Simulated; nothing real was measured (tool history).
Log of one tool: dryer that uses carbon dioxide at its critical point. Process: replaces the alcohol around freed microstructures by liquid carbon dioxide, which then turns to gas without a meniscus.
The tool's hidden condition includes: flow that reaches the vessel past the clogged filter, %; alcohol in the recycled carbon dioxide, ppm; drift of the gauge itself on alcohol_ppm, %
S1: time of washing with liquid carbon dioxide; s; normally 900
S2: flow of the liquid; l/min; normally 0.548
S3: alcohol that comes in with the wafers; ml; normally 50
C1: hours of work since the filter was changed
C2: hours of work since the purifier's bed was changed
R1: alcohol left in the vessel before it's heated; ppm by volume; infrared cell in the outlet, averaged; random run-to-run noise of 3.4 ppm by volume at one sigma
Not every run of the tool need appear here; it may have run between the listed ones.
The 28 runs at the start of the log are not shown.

run 29 hour=684.8 | S1=1440 S2=0.351 S3=45 | C1=406 C2=107 | R1=46
-- hour=702.4 inlet filter changed
run 30 hour=705.2 | S1=1020 S2=0.52 S3=45 | C1=2 C2=119 | R1=29
run 31 hour=733.4 | S1=1020 S2=0.531 S3=111 | C1=19 C2=136 | R1=39
run 32 hour=757.9 | S1=1020 S2=0.531 S3=111 | C1=34 C2=151 | R1=41
run 33 hour=789.4 | S1=1140 S2=0.578 S3=23 | C1=53 C2=170 | R1=23
run 34 hour=814.2 | S1=1200 S2=0.467 S3=50 | C1=68 C2=185 | R1=39
run 35 hour=841.3 | S1=900 S2=0.467 S3=50 | C1=85 C2=202 | R1=100
run 36 hour=869.7 | S1=900 S2=0.439 S3=99 | C1=102 C2=219 | R1=229
run 37 hour=886.3 | S1=900 S2=0.439 S3=99 | C1=112 C2=229 | R1=230
run 38 hour=913.2 | S1=900 S2=0.641 S3=82 | C1=128 C2=246 | R1=42
run 39 hour=938.2 | S1=900 S2=0.835 S3=50 | C1=144 C2=261 | R1=36
run 40 hour=964.3 | S1=900 S2=0.756 S3=21 | C1=160 C2=277 | R1=41
run 41 hour=993.5 | S1=900 S2=0.756 S3=21 | C1=177 C2=295 | R1=41
run 42 hour=1015 | S1=900 S2=0.548 S3=29 | C1=190 C2=308 | R1=56
run 43 hour=1031.8 | S1=1260 S2=0.441 S3=30 | C1=201 C2=318 | R1=45
run 44 hour=1064.6 | S1=600 S2=0.548 S3=50 | C1=221 C2=338 | R1=362

Branching from run 44: 3 alternative next runs. What would each branch give?
run A hour=1095 | S1=900 S2=0.548 S3=67 | C1=239 C2=356 | R1=?
run B hour=1095 | S1=900 S2=0.844 S3=50 | C1=239 C2=356 | R1=?
run C hour=1095 | S1=1200 S2=0.769 S3=38 | C1=239 C2=356 | R1=?

run=A R1=86
run=B R1=44
run=C R1=47
With no hidden state in the tool, these same runs would have given:
run=A R1=36
run=B R1=2
run=C R1=6

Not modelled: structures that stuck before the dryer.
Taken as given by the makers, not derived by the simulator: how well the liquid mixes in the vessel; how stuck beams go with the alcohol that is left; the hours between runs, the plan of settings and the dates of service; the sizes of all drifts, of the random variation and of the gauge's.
